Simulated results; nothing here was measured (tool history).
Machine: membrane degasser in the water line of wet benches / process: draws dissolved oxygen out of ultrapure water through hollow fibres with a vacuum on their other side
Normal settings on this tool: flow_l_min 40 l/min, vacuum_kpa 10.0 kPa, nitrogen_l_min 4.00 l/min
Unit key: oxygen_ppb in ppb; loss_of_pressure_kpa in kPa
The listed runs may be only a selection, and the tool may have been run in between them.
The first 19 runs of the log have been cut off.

run,day,flow_l_min,vacuum_kpa,nitrogen_l_min,hours since the membrane was changed,hours since the vacuum gauge was calibrated,hours since the vacuum lines were made tight,oxygen_ppb,loss_of_pressure_kpa
20,33.029,41,19.5,7.81,2086,56,2531,225.2,62.36
21,34.092,61,6.4,2.10,2112,81,2556,249.8,92.18
22,36.088,61,6.4,2.10,2159,129,2604,249.0,92.14
23,38.358,26,11.4,7.13,2214,184,2659,78.9,39.55
24,40.079,32,15.7,3.19,2255,225,2700,295.3,48.66
25,41.192,33,12.6,3.39,2282,252,2727,224.6,50.52
26,42.946,33,12.6,3.39,2324,294,2769,223.8,49.89
27,44.054,40,10.0,1.83,2351,320,2795,334.6,60.52
28,46.350,40,10.0,1.83,2406,375,2850,338.5,60.67
29,48.146,40,10.0,1.83,2449,419,2893,338.3,60.65
30,49.275,26,10.0,1.83,2476,446,2920,223.7,39.33
31,51.612,40,17.2,4.00,2532,502,2977,336.5,60.88
32,53.746,62,8.3,7.36,2583,553,3028,160.7,93.99
33,55.258,59,8.1,3.13,2620,589,3064,255.3,89.20

3 ways to go on from here, each from the tool as it stands after run 33. What would each give?
A,56.971,57,10.0,5.66,2661,630,3105,?,?
B,56.971,59,19.8,3.13,2661,630,3105,?,?
C,56.971,58,21.6,4.00,2661,630,3105,?,?

run,oxygen_ppb,loss_of_pressure_kpa
A,205.8,86.65
B,707.7,89.12
C,624.7,87.61
With the hidden condition removed and each run's random variation left untouched, the same runs would have given:
run,oxygen_ppb,loss_of_pressure_kpa
A,205.8,86.63
B,707.6,89.10
C,624.6,87.59
